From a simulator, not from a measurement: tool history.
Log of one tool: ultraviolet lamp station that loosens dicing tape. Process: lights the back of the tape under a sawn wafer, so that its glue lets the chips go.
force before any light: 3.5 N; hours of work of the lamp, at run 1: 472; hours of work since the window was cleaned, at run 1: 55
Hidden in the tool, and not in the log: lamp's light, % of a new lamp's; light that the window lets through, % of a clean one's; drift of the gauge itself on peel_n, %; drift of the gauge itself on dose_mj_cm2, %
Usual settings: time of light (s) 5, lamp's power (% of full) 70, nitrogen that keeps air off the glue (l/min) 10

run,day,time of light (s),lamp's power (% of full),nitrogen that keeps air off the glue (l/min),hours of work of the lamp,hours of work since the window was cleaned,force that peels the tape off (N),light that reached the tape (J/m2)
1,0.000,5,70,10,472,55,0.669,3180
2,1.092,9,70,10,490,72,0.230,5620
3,1.667,5,70,3,499,82,1.226,3140
4,2.688,5,70,3,516,99,1.262,3110
5,3.433,5,70,3,528,111,1.273,3020
6,4.267,5,70,3,542,124,1.270,3040
7,5.054,5,70,10,554,137,0.701,2980
8,5.688,5,70,10,565,147,0.704,2950
9,6.975,5,70,11,586,168,0.684,2910
10,8.200,5,79,11,606,188,0.562,3270
11,9.204,5,79,11,622,205,0.584,3270
12,10.342,5,79,11,641,223,0.613,3240
13,11.021,5,79,11,652,234,0.584,3190
14,11.796,5,79,11,664,247,0.603,3190
15,12.783,5,70,10,680,263,0.792,2810
16,13.808,5,70,10,697,280,0.804,2760
17,14.842,5,70,10,714,297,0.803,2750
18,16.129,5,93,10,735,318,0.513,3630
# day 16.258: window cleaned of glue's vapour
19,17.175,3,70,13,752,15,1.390,1570
20,18.504,4,70,15,773,37,0.977,2000
21,19.338,5,65,7,787,50,1.131,2310
22,20.067,8,68,10,799,62,0.470,3830
23,20.733,3,70,10,810,73,1.537,1480
24,21.454,9,70,10,821,85,0.353,4420
# day 21.583: window cleaned of glue's vapour, once more
25,22.062,2,70,17,831,8,1.756,1130
26,23.058,7,100,4,847,24,0.500,5510
27,23.700,5,77,8,858,35,0.785,2950
28,24.996,4,70,12,879,56,0.978,2110
29,26.317,3,65,10,900,77,1.524,1460
30,26.854,2,70,10,909,86,2.044,1050
31,27.812,2,70,10,925,102,2.022,1060
32,28.800,2,70,10,941,118,2.004,1050
33,29.942,5,63,10,959,136,0.992,2290
34,30.525,5,63,10,969,146,0.999,2320

Forecast each of these 4 alternatives for the next run:
A,31.625,7,70,10,987,164,?,?
B,31.625,5,63,14,987,164,?,?
C,31.625,4,80,11,987,164,?,?
D,31.625,5,87,10,987,164,?,?

run,force that peels the tape off (N),light that reached the tape (J/m2)
A,0.531,3470
B,0.859,2210
C,0.988,2270
D,0.666,3100
Without the tool's hidden state the same runs would have given:
run,force that peels the tape off (N),light that reached the tape (J/m2)
A,0.249,5250
B,0.451,3350
C,0.540,3430
D,0.321,4670
